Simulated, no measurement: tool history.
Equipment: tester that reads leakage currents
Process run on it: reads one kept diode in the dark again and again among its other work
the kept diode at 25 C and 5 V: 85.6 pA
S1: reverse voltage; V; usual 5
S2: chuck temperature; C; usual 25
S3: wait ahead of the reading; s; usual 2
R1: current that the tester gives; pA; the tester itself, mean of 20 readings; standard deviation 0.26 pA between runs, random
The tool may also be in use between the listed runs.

run 1 hour=0 | S1=5 S2=25 S3=2 | R1=100.64
run 2 hour=138.8 | S1=5 S2=25 S3=2 | R1=101.15
run 3 hour=228.6 | S1=5 S2=25 S3=2 | R1=100.92
run 4 hour=346.2 | S1=5 S2=25 S3=2 | R1=87.05
run 5 hour=430.6 | S1=5 S2=25 S3=2 | R1=88.18
run 6 hour=549.5 | S1=5 S2=25 S3=2 | R1=87.65
run 7 hour=625 | S1=5 S2=25 S3=2 | R1=88.64
run 8 hour=762.7 | S1=5 S2=25 S3=2 | R1=89.24
run 9 hour=932.3 | S1=5 S2=52 S3=2 | R1=537.73
run 10 hour=1043.6 | S1=5 S2=25 S3=2 | R1=89.61
run 11 hour=1155.5 | S1=5 S2=25 S3=2 | R1=90.54
run 12 hour=1251.7 | S1=5 S2=25 S3=2 | R1=91.34
run 13 hour=1436.3 | S1=5 S2=30 S3=2 | R1=130.66
run 14 hour=1548.9 | S1=5 S2=30 S3=2 | R1=130.65
run 15 hour=1656.1 | S1=5 S2=25 S3=2 | R1=92.63
run 16 hour=1822.8 | S1=5 S2=25 S3=2 | R1=93.69
run 17 hour=2003 | S1=3.58 S2=41 S3=9.22 | R1=247.48
run 18 hour=2095.4 | S1=1.52 S2=23 S3=1.18 | R1=54.42
run 19 hour=2226.9 | S1=1.25 S2=33 S3=4.42 | R1=102.67
run 20 hour=2347 | S1=1.25 S2=33 S3=4.42 | R1=102.84
run 21 hour=2467 | S1=5 S2=46 S3=2 | R1=380.95
run 22 hour=2581.1 | S1=13.1 S2=43 S3=1.44 | R1=437.82
run 23 hour=2723.3 | S1=13.1 S2=43 S3=1.44 | R1=439.85
run 24 hour=2809.6 | S1=13.1 S2=43 S3=1.44 | R1=439.52
run 25 hour=2945.3 | S1=1.95 S2=37 S3=2.93 | R1=158.07
run 26 hour=3072.1 | S1=1.95 S2=37 S3=2.93 | R1=158.35
run 27 hour=3202.6 | S1=1.95 S2=37 S3=2.93 | R1=150.68
run 28 hour=3354.4 | S1=1.95 S2=37 S3=2.93 | R1=150.78
run 29 hour=3450.1 | S1=9.8 S2=21 S3=0.76 | R1=98.98
run 30 hour=3598.5 | S1=6.91 S2=51 S3=7.01 | R1=560.41
run 31 hour=3684 | S1=3.67 S2=30 S3=6.01 | R1=117.99

Missing from the log above: 3 entries noted between runs. For each, name the pair of listed runs it sits between and say how the tool's hidden condition differs from the listed run just before to the listed run just after:
After run 3, before run 4: chuck's temperature calibrated (hour 258.2); probe card cleaned and baked (hour 286.9)
  stray current of the dirty probe card, pA a volt: 2.534 -> 0.06; current scale over the true one, %: -0.18 -> -0.19; true chuck temperature over the reading, C: 0.5 -> 0.21
  measured result minus the result with no hidden state, R1: +15.52 -> +1.34 pA
After run 26, before run 27: chuck's temperature calibrated (hour 3112.7)
  stray current of the dirty probe card, pA a volt: 1.77 -> 1.857; current scale over the true one, %: -0.33 -> -0.34; true chuck temperature over the reading, C: 0.69 -> -0.06
  measured result minus the result with no hidden state, R1: +9.96 -> +2.46 pA
